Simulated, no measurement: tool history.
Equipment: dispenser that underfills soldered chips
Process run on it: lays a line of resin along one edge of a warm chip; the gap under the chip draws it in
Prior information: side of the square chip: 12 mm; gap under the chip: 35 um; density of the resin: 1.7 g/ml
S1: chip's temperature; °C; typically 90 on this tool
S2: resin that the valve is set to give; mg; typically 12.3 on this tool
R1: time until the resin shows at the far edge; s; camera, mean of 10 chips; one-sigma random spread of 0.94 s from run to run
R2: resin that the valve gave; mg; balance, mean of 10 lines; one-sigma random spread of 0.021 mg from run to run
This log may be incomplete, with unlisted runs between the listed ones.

run	hour	S1	S2	R1	R2
1	0.0	90	12.3	112.3	12.28
# hour 4.7: new syringe of resin
2	5.2	90	12.3	91.4	12.26
3	11.7	90	12.3	108.2	12.22
# hour 18.5: new syringe of resin
4	18.9	90	12.3	93.9	12.19
5	25.4	90	12.3	106.2	12.16
6	28.8	90	12.3	115.9	12.17
# hour 32.4: new syringe of resin
7	33.7	90	12.3	93.4	12.15
8	40.2	90	12.3	109.8	12.12
9	45.5	90	12.3	120.7	12.10
# hour 46.3: new syringe of resin
10	52.7	90	12.3	108.1	12.10
11	57.6	90	12.3	120.7	12.09
# hour 60.5: new syringe of resin
12	62.8	90	15.6	94.5	15.31
13	68.4	86	12.3	133.9	12.03
# hour 74.2: new syringe of resin
14	75.6	86	12.3	114.0	11.99
15	82.6	86	12.3	135.4	11.96
# hour 87.9: new syringe of resin
16	90.2	78	12.3	179.5	11.95
17	96.7	76	12.3	230.1	11.92
# hour 102.0: new syringe of resin
18	103.6	76	12.3	196.5	11.89
# hour 107.7: dispensing valve cleaned and set on the balance
19	109.4	76	12.3	220.5	12.22
20	112.7	76	12.3	233.9	12.29
# hour 116.8: new syringe of resin
21	119.8	95	13.3	76.7	13.18
22	125.2	95	13.3	88.2	13.20
23	128.9	95	14.5	94.4	14.34
# hour 130.4: new syringe of resin
24	133.7	95	14.5	76.3	14.35
25	139.0	95	14.5	85.2	14.33
# hour 144.1: new syringe of resin
26	145.6	95	14.5	74.0	14.26
27	151.7	95	10.7	91.8	10.56
28	155.7	85	11.3	158.3	11.14
# hour 158.1: new syringe of resin
29	163.6	83	11.3	155.0	11.06
30	169.2	83	11.3	175.2	11.05
# hour 171.7: new syringe of resin
31	175.8	103	12.0	56.8	11.69
32	181.2	86	12.0	145.9	11.65
# hour 185.5: new syringe of resin
33	187.3	90	13.6	97.7	13.20
34	193.4	90	11.0	118.4	10.67
# hour 199.3: new syringe of resin
35	201.0	81	15.2	150.4	14.72

Consider 5 possible next runs. They are alternatives, not a sequence: every one starts from the tool as it was left by run 35. What does each give?
A	204.4	79	13.1	?	?
B	204.4	80	12.3	?	?
C	204.4	81	11.1	?	?
D	204.4	89	15.1	?	?
E	204.4	80	11.4	?	?

run	R1	R2
A	183.4	12.73
B	174.3	11.90
C	172.4	10.76
D	107.8	14.63
E	177.4	11.01
The same runs, with their run-to-run variation unchanged, on a tool lacking any hidden condition would have given:
run	R1	R2
A	153.5	13.15
B	145.7	12.30
C	143.6	11.12
D	90.7	15.11
E	147.9	11.37

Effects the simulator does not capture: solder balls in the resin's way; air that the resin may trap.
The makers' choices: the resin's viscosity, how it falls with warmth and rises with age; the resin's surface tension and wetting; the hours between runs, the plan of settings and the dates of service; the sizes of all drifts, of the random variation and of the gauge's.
